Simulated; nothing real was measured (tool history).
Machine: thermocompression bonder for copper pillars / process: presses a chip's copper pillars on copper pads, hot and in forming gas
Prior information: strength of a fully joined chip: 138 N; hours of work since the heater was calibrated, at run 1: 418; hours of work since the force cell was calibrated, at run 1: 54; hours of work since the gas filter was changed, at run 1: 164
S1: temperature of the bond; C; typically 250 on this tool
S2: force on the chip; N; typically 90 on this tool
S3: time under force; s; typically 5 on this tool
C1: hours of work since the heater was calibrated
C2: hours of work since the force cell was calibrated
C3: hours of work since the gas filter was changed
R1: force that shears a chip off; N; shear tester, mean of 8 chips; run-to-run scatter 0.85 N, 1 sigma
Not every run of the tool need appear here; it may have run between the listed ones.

{"run": 1, "hour": 0.0, "S1": 250, "S2": 90, "S3": 5, "C1": 418, "C2": 54, "C3": 164, "R1": 59.5}
{"run": 2, "hour": 7.6, "S1": 250, "S2": 90, "S3": 5, "C1": 423, "C2": 59, "C3": 168, "R1": 60.7}
{"run": 3, "hour": 15.7, "S1": 250, "S2": 90, "S3": 5, "C1": 427, "C2": 63, "C3": 173, "R1": 59.8}
{"run": 4, "hour": 22.0, "S1": 250, "S2": 106, "S3": 5, "C1": 431, "C2": 67, "C3": 176, "R1": 63.0}
{"run": 5, "hour": 26.0, "S1": 250, "S2": 90, "S3": 5, "C1": 433, "C2": 69, "C3": 179, "R1": 60.4}
{"run": 6, "hour": 35.6, "S1": 250, "S2": 90, "S3": 5, "C1": 439, "C2": 75, "C3": 184, "R1": 59.2}
{"run": 7, "hour": 41.9, "S1": 250, "S2": 90, "S3": 5, "C1": 442, "C2": 79, "C3": 188, "R1": 60.1}
{"run": 8, "hour": 50.6, "S1": 250, "S2": 90, "S3": 5, "C1": 447, "C2": 84, "C3": 193, "R1": 58.1}
{"run": 9, "hour": 57.5, "S1": 250, "S2": 90, "S3": 5, "C1": 451, "C2": 88, "C3": 197, "R1": 58.6}
{"run": 10, "hour": 62.8, "S1": 250, "S2": 73, "S3": 5, "C1": 454, "C2": 91, "C3": 200, "R1": 53.2}
{"run": 11, "hour": 68.2, "S1": 235, "S2": 73, "S3": 5, "C1": 457, "C2": 94, "C3": 203, "R1": 42.1}
{"run": 12, "hour": 76.1, "S1": 235, "S2": 73, "S3": 5, "C1": 462, "C2": 98, "C3": 207, "R1": 41.7}
{"run": 13, "hour": 81.0, "S1": 235, "S2": 73, "S3": 5, "C1": 465, "C2": 101, "C3": 210, "R1": 44.0}
{"run": 14, "hour": 85.6, "S1": 224, "S2": 75, "S3": 3, "C1": 467, "C2": 104, "C3": 213, "R1": 29.1}
{"run": 15, "hour": 91.6, "S1": 224, "S2": 75, "S3": 3, "C1": 471, "C2": 107, "C3": 216, "R1": 30.1}
{"run": 16, "hour": 96.9, "S1": 279, "S2": 57, "S3": 5, "C1": 474, "C2": 110, "C3": 219, "R1": 65.6}
{"run": 17, "hour": 105.9, "S1": 252, "S2": 100, "S3": 5, "C1": 479, "C2": 115, "C3": 225, "R1": 62.3}
{"run": 18, "hour": 112.4, "S1": 252, "S2": 100, "S3": 5, "C1": 483, "C2": 119, "C3": 228, "R1": 60.9}
{"run": 19, "hour": 120.2, "S1": 243, "S2": 104, "S3": 5, "C1": 487, "C2": 124, "C3": 233, "R1": 57.2}
{"run": 20, "hour": 129.5, "S1": 243, "S2": 104, "S3": 5, "C1": 493, "C2": 129, "C3": 238, "R1": 56.5}
{"run": 21, "hour": 135.8, "S1": 279, "S2": 90, "S3": 6, "C1": 496, "C2": 133, "C3": 242, "R1": 81.9}
{"run": 22, "hour": 143.3, "S1": 260, "S2": 90, "S3": 4, "C1": 501, "C2": 137, "C3": 246, "R1": 59.0}
{"run": 23, "hour": 151.5, "S1": 260, "S2": 90, "S3": 4, "C1": 505, "C2": 142, "C3": 251, "R1": 57.7}
{"run": 24, "hour": 161.3, "S1": 260, "S2": 90, "S3": 10, "C1": 511, "C2": 147, "C3": 256, "R1": 80.9}
{"run": 25, "hour": 170.5, "S1": 278, "S2": 65, "S3": 10, "C1": 516, "C2": 152, "C3": 262, "R1": 80.9}

What if the next run were any one of these 3? Each begins from the tool's condition after run 25:
{"run": "A", "hour": 175.3, "S1": 278, "S2": 119, "S3": 9, "C1": 519, "C2": 155, "C3": 264, "R1": "?"}
{"run": "B", "hour": 175.3, "S1": 250, "S2": 97, "S3": 4, "C1": 519, "C2": 155, "C3": 264, "R1": "?"}
{"run": "C", "hour": 175.3, "S1": 247, "S2": 80, "S3": 3, "C1": 519, "C2": 155, "C3": 264, "R1": "?"}

run=A R1=95.5
run=B R1=55.1
run=C R1=41.7
With the hidden condition removed and each run's random variation left untouched, the same runs would have given:
run=A R1=111.3
run=B R1=66.8
run=C R1=51.4

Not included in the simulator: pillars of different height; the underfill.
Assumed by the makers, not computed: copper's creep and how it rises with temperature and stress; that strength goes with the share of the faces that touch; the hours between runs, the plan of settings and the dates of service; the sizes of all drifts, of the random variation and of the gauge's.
